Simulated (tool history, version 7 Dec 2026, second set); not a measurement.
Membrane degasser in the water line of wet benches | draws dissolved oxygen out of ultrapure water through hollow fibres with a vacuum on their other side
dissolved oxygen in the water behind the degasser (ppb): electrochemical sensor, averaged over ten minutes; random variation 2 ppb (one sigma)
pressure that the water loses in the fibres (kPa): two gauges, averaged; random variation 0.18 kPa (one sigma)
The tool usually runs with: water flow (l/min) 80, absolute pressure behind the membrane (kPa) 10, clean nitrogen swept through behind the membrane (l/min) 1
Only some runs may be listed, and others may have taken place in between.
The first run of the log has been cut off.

| run | day | water flow (l/min) | absolute pressure behind the membrane (kPa) | clean nitrogen swept through behind the membrane (l/min) | dissolved oxygen in the water behind the degasser (ppb) | pressure that the water loses in the fibres (kPa) |
|---|---|---|---|---|---|---|
| 2 | 7.854 | 80 | 7.5 | 1 | 578.7 | 34.26 |
| 3 | 14.533 | 80 | 7.5 | 1 | 579.3 | 34.41 |
| 4 | 25.112 | 80 | 10 | 1 | 869 | 34.53 |
| 5 | 31.983 | 80 | 10 | 1 | 866.6 | 34.55 |
|  | 35.179 | vacuum gauge calibrated |
| 6 | 42.242 | 87 | 10 | 1 | 916.9 | 37.5 |
| 7 | 47.838 | 87 | 10 | 1 | 917.2 | 37.44 |
|  | 54.012 | seals of the vacuum lines changed |
| 8 | 55.638 | 80 | 10 | 0.94 | 891.7 | 34.44 |
| 9 | 64.783 | 106 | 10 | 1 | 1049.4 | 45.63 |
| 10 | 72.233 | 106 | 10 | 1 | 1050.5 | 45.66 |
| 11 | 80.146 | 80 | 9 | 1 | 743.3 | 34.19 |
| 12 | 87.117 | 80 | 9 | 1 | 740.8 | 34.59 |
| 13 | 95.083 | 80 | 9 | 1 | 742.6 | 34.19 |
| 14 | 104.483 | 80 | 10 | 1 | 851.4 | 34.51 |
| 15 | 115.221 | 80 | 7 | 1 | 503.6 | 34.72 |
| 16 | 119.625 | 80 | 7 | 1 | 503.4 | 34.78 |
|  | 128.738 | gauge calibrated |
| 17 | 128.738 | 80 | 7 | 1 | 517.2 | 34.62 |
| 18 | 134.321 | 71 | 21.4 | 0.5 | 2718.8 | 30.8 |
| 19 | 140.142 | 85 | 6.4 | 0.41 | 728.6 | 36.72 |
| 20 | 150.479 | 85 | 6.4 | 0.41 | 726.9 | 36.45 |
| 21 | 160.712 | 57 | 13.4 | 0.58 | 1376.1 | 24.61 |
| 22 | 171.1 | 82 | 12.6 | 0.49 | 1713.3 | 35.34 |
| 23 | 181.004 | 80 | 23.4 | 0.46 | 3193.8 | 34.46 |
| 24 | 191.283 | 119 | 16.5 | 2.1 | 1300.9 | 51.11 |
| 25 | 196.833 | 115 | 10 | 1.78 | 806.8 | 49.33 |

For run 26, what comes out?
| 26 | 207.433 | 115 | 10 | 1.78 | ? | ? |

dissolved oxygen in the water behind the degasser (ppb): 808.5
pressure that the water loses in the fibres (kPa): 49.32
With the hidden condition absent and the run-to-run variation left alone, this run would have shown dissolved oxygen in the water behind the degasser (ppb) 822.4, pressure that the water loses in the fibres (kPa) 49.27.
